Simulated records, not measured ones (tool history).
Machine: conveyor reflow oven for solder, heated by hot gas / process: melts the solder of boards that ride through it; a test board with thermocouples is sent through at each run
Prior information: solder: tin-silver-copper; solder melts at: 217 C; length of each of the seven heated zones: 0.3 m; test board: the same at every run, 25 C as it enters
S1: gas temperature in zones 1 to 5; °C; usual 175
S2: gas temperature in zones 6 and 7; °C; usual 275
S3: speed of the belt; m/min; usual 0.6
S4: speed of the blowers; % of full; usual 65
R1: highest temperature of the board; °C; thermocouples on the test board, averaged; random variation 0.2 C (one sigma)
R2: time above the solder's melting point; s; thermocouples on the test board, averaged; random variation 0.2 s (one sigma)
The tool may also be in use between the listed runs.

{"run": 1, "hour": 0.0, "S1": 175, "S2": 275, "S3": 0.6, "S4": 65, "R1": 256.6, "R2": 47.4}
{"run": 2, "hour": 35.7, "S1": 175, "S2": 275, "S3": 0.6, "S4": 57, "R1": 254.6, "R2": 45.8}
{"hour": 49.4, "done": "flux residue cleaned out of gas plates and filters"}
{"run": 3, "hour": 58.5, "S1": 175, "S2": 275, "S3": 0.6, "S4": 57, "R1": 256.2, "R2": 47.2}
{"run": 4, "hour": 96.3, "S1": 175, "S2": 275, "S3": 0.6, "S4": 65, "R1": 258.5, "R2": 48.7}
{"run": 5, "hour": 129.4, "S1": 175, "S2": 275, "S3": 0.6, "S4": 65, "R1": 258.8, "R2": 48.4}
{"run": 6, "hour": 147.4, "S1": 175, "S2": 275, "S3": 0.6, "S4": 65, "R1": 258.1, "R2": 48.5}
{"run": 7, "hour": 164.1, "S1": 175, "S2": 275, "S3": 0.6, "S4": 65, "R1": 258.2, "R2": 48.5}
{"run": 8, "hour": 196.7, "S1": 175, "S2": 267, "S3": 0.6, "S4": 65, "R1": 251.5, "R2": 44.9}
{"run": 9, "hour": 226.3, "S1": 175, "S2": 267, "S3": 0.6, "S4": 65, "R1": 251.1, "R2": 44.5}
{"run": 10, "hour": 259.4, "S1": 175, "S2": 275, "S3": 0.6, "S4": 65, "R1": 258, "R2": 48.4}
{"run": 11, "hour": 275.2, "S1": 175, "S2": 275, "S3": 0.6, "S4": 65, "R1": 257.7, "R2": 48.2}
{"run": 12, "hour": 305.8, "S1": 175, "S2": 275, "S3": 0.6, "S4": 65, "R1": 257.9, "R2": 48.2}
{"run": 13, "hour": 334.8, "S1": 175, "S2": 288, "S3": 0.6, "S4": 65, "R1": 268.9, "R2": 53.2}
{"run": 14, "hour": 366.3, "S1": 175, "S2": 288, "S3": 0.6, "S4": 65, "R1": 268.7, "R2": 53.2}
{"run": 15, "hour": 401.5, "S1": 175, "S2": 275, "S3": 0.512, "S4": 65, "R1": 262.6, "R2": 60.3}
{"run": 16, "hour": 433.8, "S1": 175, "S2": 265, "S3": 0.523, "S4": 53, "R1": 250.7, "R2": 51.4}
{"run": 17, "hour": 466.2, "S1": 175, "S2": 265, "S3": 0.523, "S4": 53, "R1": 250.6, "R2": 51.3}
{"hour": 474.7, "done": "flux residue cleaned out of gas plates and filters"}
{"run": 18, "hour": 504.7, "S1": 178, "S2": 277, "S3": 0.602, "S4": 80, "R1": 264.6, "R2": 53}
{"run": 19, "hour": 531.8, "S1": 178, "S2": 277, "S3": 0.602, "S4": 80, "R1": 264.8, "R2": 52.4}
{"run": 20, "hour": 558.4, "S1": 175, "S2": 275, "S3": 0.6, "S4": 72, "R1": 261.2, "R2": 50.5}
{"run": 21, "hour": 588.9, "S1": 175, "S2": 263, "S3": 0.581, "S4": 65, "R1": 250.3, "R2": 46.3}
{"run": 22, "hour": 613.9, "S1": 175, "S2": 263, "S3": 0.581, "S4": 65, "R1": 249.9, "R2": 46.1}
{"run": 23, "hour": 646.6, "S1": 175, "S2": 263, "S3": 0.581, "S4": 65, "R1": 250.4, "R2": 45.9}
{"run": 24, "hour": 682.5, "S1": 175, "S2": 268, "S3": 0.581, "S4": 65, "R1": 254.4, "R2": 48.9}
{"run": 25, "hour": 704.1, "S1": 175, "S2": 268, "S3": 0.581, "S4": 65, "R1": 253.8, "R2": 48.5}
{"run": 26, "hour": 719.4, "S1": 184, "S2": 276, "S3": 0.708, "S4": 53, "R1": 251.9, "R2": 39.5}
{"run": 27, "hour": 735.0, "S1": 190, "S2": 266, "S3": 0.528, "S4": 69, "R1": 258.4, "R2": 62}
{"run": 28, "hour": 750.2, "S1": 162, "S2": 275, "S3": 0.708, "S4": 65, "R1": 249, "R2": 33}
{"run": 29, "hour": 784.9, "S1": 162, "S2": 275, "S3": 0.708, "S4": 65, "R1": 249.1, "R2": 32.3}
{"run": 30, "hour": 807.0, "S1": 162, "S2": 275, "S3": 0.708, "S4": 65, "R1": 248.6, "R2": 32.9}

How would selected steps in R1 from run to run divide? Give the signed amount a tool lacking its hidden state would still show from settings, what came in and random variation, and the signed amount left for the hidden state, including any gauge scatter that is not in both of the compared results.
What the log doesn't record here: heat that the gas passes to the board, % of a clean oven's; belt's true speed, % of the reading; true gas temperature in zones 6 and 7 over the reading, C; drift of the gauge itself on peak_c, C; drift of the gauge itself on liquid_s, %.
Run 2 -> 3: flux residue cleaned out of gas plates and filters. R1 +1.6 °C: hidden state +2.1, all else -0.5.
Run 12 -> 13: S2 275 -> 288. R1 +11 °C: hidden state +0, all else +11.
Run 15 -> 16: S2 275 -> 265, S3 0.512 -> 0.523, S4 65 -> 53. R1 -11.9 °C: hidden state +0.1, all else -12.
Run 17 -> 18: S1 175 -> 178, S2 265 -> 277, S3 0.523 -> 0.602, S4 53 -> 80, flux residue cleaned out of gas plates and filters. R1 +14 °C: hidden state +1.7, all else +12.3.
Run 27 -> 28: S1 190 -> 162, S2 266 -> 275, S3 0.528 -> 0.708, S4 69 -> 65. R1 -9.4 °C: hidden state -0.7, all else -8.7.
